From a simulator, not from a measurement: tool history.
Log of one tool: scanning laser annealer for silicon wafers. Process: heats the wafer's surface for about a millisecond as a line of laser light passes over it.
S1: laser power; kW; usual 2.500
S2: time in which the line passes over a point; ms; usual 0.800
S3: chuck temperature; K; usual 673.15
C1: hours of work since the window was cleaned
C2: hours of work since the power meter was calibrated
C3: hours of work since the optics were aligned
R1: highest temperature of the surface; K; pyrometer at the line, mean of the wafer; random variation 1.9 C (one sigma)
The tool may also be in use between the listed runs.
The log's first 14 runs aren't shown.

run	hour	S1	S2	S3	C1	C2	C3	R1
15	827.3	2.736	0.800	673.15	82	2169	1659	1478.15
# hour 851.9: optics aligned, line set to its width
16	873.1	2.736	0.800	673.15	115	2201	17	1500.15
17	950.6	2.736	0.800	673.15	177	2263	79	1489.15
18	997.3	2.736	0.898	673.15	214	2300	116	1534.15
19	1031.9	2.500	0.800	689.15	241	2328	143	1405.15
20	1101.0	2.500	0.800	689.15	296	2383	198	1399.15
21	1159.4	2.500	0.928	702.15	343	2429	245	1461.15
22	1197.5	2.143	0.810	673.15	373	2460	275	1246.15
# hour 1215.3: window over the wafer cleaned
23	1266.0	2.143	0.810	673.15	40	2513	328	1282.15
24	1311.0	2.143	0.810	673.15	76	2548	364	1278.15
25	1347.4	2.498	0.910	641.15	105	2577	393	1426.15
26	1379.5	2.552	0.800	673.15	131	2603	419	1419.15
27	1457.3	2.500	0.799	676.15	193	2665	481	1394.15
28	1502.9	2.500	0.799	646.15	229	2701	517	1356.15

Forecast run 29:
29	1570.6	2.542	0.800	673.15	283	2755	571	?

Run 29 gave R1 1392.15 K.
Without the tool's hidden state the same run would have given R1 1430.15 K.

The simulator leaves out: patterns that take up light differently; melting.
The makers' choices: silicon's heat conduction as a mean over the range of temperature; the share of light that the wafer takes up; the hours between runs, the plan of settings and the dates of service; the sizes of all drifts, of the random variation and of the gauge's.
